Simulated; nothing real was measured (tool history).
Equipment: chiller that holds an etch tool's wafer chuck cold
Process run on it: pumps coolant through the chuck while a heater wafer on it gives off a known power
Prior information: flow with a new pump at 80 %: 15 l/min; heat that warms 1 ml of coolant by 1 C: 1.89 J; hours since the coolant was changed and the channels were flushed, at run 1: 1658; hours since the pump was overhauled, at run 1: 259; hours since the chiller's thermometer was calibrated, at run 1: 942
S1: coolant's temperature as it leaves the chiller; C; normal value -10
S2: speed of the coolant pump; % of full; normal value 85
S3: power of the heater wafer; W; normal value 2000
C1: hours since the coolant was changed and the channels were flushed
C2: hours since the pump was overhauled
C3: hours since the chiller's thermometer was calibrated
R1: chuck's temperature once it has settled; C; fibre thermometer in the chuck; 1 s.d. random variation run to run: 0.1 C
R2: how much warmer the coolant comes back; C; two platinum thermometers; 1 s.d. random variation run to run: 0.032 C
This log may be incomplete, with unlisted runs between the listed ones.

{"run": 1, "hour": 0.0, "S1": -10, "S2": 85, "S3": 2000, "C1": 1658, "C2": 259, "C3": 942, "R1": 1.7, "R2": 3.93}
{"run": 2, "hour": 63.0, "S1": -3, "S2": 85, "S3": 2000, "C1": 1721, "C2": 322, "C3": 1005, "R1": 8.6, "R2": 3.91}
{"run": 3, "hour": 138.4, "S1": -10, "S2": 85, "S3": 2975, "C1": 1797, "C2": 398, "C3": 1080, "R1": 7.4, "R2": 5.89}
{"run": 4, "hour": 223.2, "S1": -1, "S2": 85, "S3": 2000, "C1": 1881, "C2": 482, "C3": 1165, "R1": 10.7, "R2": 3.99}
{"run": 5, "hour": 310.6, "S1": -1, "S2": 85, "S3": 2000, "C1": 1969, "C2": 570, "C3": 1252, "R1": 10.8, "R2": 3.98}
{"run": 6, "hour": 352.7, "S1": -1, "S2": 85, "S3": 2000, "C1": 2011, "C2": 612, "C3": 1294, "R1": 10.8, "R2": 3.96}
{"run": 7, "hour": 433.5, "S1": -10, "S2": 85, "S3": 2375, "C1": 2092, "C2": 693, "C3": 1375, "R1": 3.9, "R2": 4.75}
{"run": 8, "hour": 499.4, "S1": -10, "S2": 85, "S3": 2000, "C1": 2158, "C2": 759, "C3": 1441, "R1": 1.8, "R2": 4.04}
{"run": 9, "hour": 577.9, "S1": -10, "S2": 85, "S3": 2000, "C1": 2236, "C2": 837, "C3": 1519, "R1": 1.8, "R2": 3.95}
{"run": 10, "hour": 637.4, "S1": -10, "S2": 85, "S3": 2000, "C1": 2296, "C2": 897, "C3": 1579, "R1": 1.7, "R2": 4}
{"run": 11, "hour": 712.8, "S1": -10, "S2": 85, "S3": 2000, "C1": 2371, "C2": 972, "C3": 1654, "R1": 1.6, "R2": 4.06}
{"run": 12, "hour": 779.6, "S1": -10, "S2": 85, "S3": 2000, "C1": 2438, "C2": 1039, "C3": 1721, "R1": 1.6, "R2": 4.07}
{"run": 13, "hour": 846.8, "S1": -10, "S2": 85, "S3": 2000, "C1": 2505, "C2": 1106, "C3": 1788, "R1": 1.9, "R2": 4.04}
{"run": 14, "hour": 914.9, "S1": -10, "S2": 85, "S3": 2000, "C1": 2573, "C2": 1174, "C3": 1856, "R1": 1.9, "R2": 4}
{"run": 15, "hour": 971.8, "S1": -10, "S2": 85, "S3": 2000, "C1": 2630, "C2": 1231, "C3": 1913, "R1": 1.7, "R2": 4.02}
{"run": 16, "hour": 1029.9, "S1": -10, "S2": 85, "S3": 2762, "C1": 2688, "C2": 1289, "C3": 1971, "R1": 6.2, "R2": 5.64}
{"run": 17, "hour": 1114.0, "S1": -10, "S2": 85, "S3": 2762, "C1": 2772, "C2": 1373, "C3": 2056, "R1": 6.3, "R2": 5.51}
{"run": 18, "hour": 1166.9, "S1": -10, "S2": 72, "S3": 2762, "C1": 2825, "C2": 1426, "C3": 2108, "R1": 8.9, "R2": 6.66}
{"run": 19, "hour": 1249.6, "S1": -3, "S2": 72, "S3": 2685, "C1": 2908, "C2": 1509, "C3": 2191, "R1": 15.5, "R2": 6.52}
{"run": 20, "hour": 1333.3, "S1": -10, "S2": 74, "S3": 2679, "C1": 2991, "C2": 1592, "C3": 2275, "R1": 7.8, "R2": 6.3}
{"run": 21, "hour": 1385.4, "S1": -3, "S2": 74, "S3": 2679, "C1": 3044, "C2": 1645, "C3": 2327, "R1": 14.8, "R2": 6.34}
{"run": 22, "hour": 1437.8, "S1": -1, "S2": 60, "S3": 2072, "C1": 3096, "C2": 1697, "C3": 2379, "R1": 15.8, "R2": 6.08}
{"run": 23, "hour": 1492.5, "S1": -16, "S2": 97, "S3": 2072, "C1": 3151, "C2": 1752, "C3": 2434, "R1": -5.2, "R2": 3.68}
{"run": 24, "hour": 1537.9, "S1": -16, "S2": 97, "S3": 2072, "C1": 3196, "C2": 1797, "C3": 2479, "R1": -5.2, "R2": 3.67}
{"run": 25, "hour": 1582.1, "S1": -16, "S2": 97, "S3": 2072, "C1": 3240, "C2": 1841, "C3": 2524, "R1": -5.2, "R2": 3.66}
{"run": 26, "hour": 1637.3, "S1": -1, "S2": 66, "S3": 1441, "C1": 3295, "C2": 1896, "C3": 2579, "R1": 9.6, "R2": 3.87}
{"run": 27, "hour": 1696.4, "S1": -1, "S2": 66, "S3": 1441, "C1": 3355, "C2": 1956, "C3": 2638, "R1": 9.8, "R2": 3.9}
{"run": 28, "hour": 1756.8, "S1": -10, "S2": 90, "S3": 2005, "C1": 3415, "C2": 2016, "C3": 2698, "R1": 1.2, "R2": 3.88}
{"run": 29, "hour": 1831.4, "S1": -10, "S2": 90, "S3": 2005, "C1": 3490, "C2": 2091, "C3": 2773, "R1": 1, "R2": 3.89}
{"run": 30, "hour": 1902.5, "S1": -10, "S2": 90, "S3": 2005, "C1": 3561, "C2": 2162, "C3": 2844, "R1": 1.3, "R2": 3.91}
{"run": 31, "hour": 1979.2, "S1": -10, "S2": 90, "S3": 1397, "C1": 3637, "C2": 2238, "C3": 2921, "R1": -2.1, "R2": 2.8}
{"run": 32, "hour": 2024.6, "S1": -10, "S2": 90, "S3": 1397, "C1": 3683, "C2": 2284, "C3": 2966, "R1": -2.4, "R2": 2.76}

Forecast each of these 3 alternatives for the next run:
{"run": "A", "hour": 2066.1, "S1": -15, "S2": 90, "S3": 2000, "C1": 3724, "C2": 2325, "C3": 3008, "R1": "?", "R2": "?"}
{"run": "B", "hour": 2066.1, "S1": -3, "S2": 85, "S3": 2073, "C1": 3724, "C2": 2325, "C3": 3008, "R1": "?", "R2": "?"}
{"run": "C", "hour": 2066.1, "S1": -10, "S2": 75, "S3": 2000, "C1": 3724, "C2": 2325, "C3": 3008, "R1": "?", "R2": "?"}

run=A R1=-3.9 R2=3.87
run=B R1=9.1 R2=4.27
run=C R1=3.4 R2=4.77
Stripped of hidden state, with their random variation kept, the same runs would have yielded:
run=A R1=-3.9 R2=3.68
run=B R1=9.1 R2=4.07
run=C R1=3.4 R2=4.58
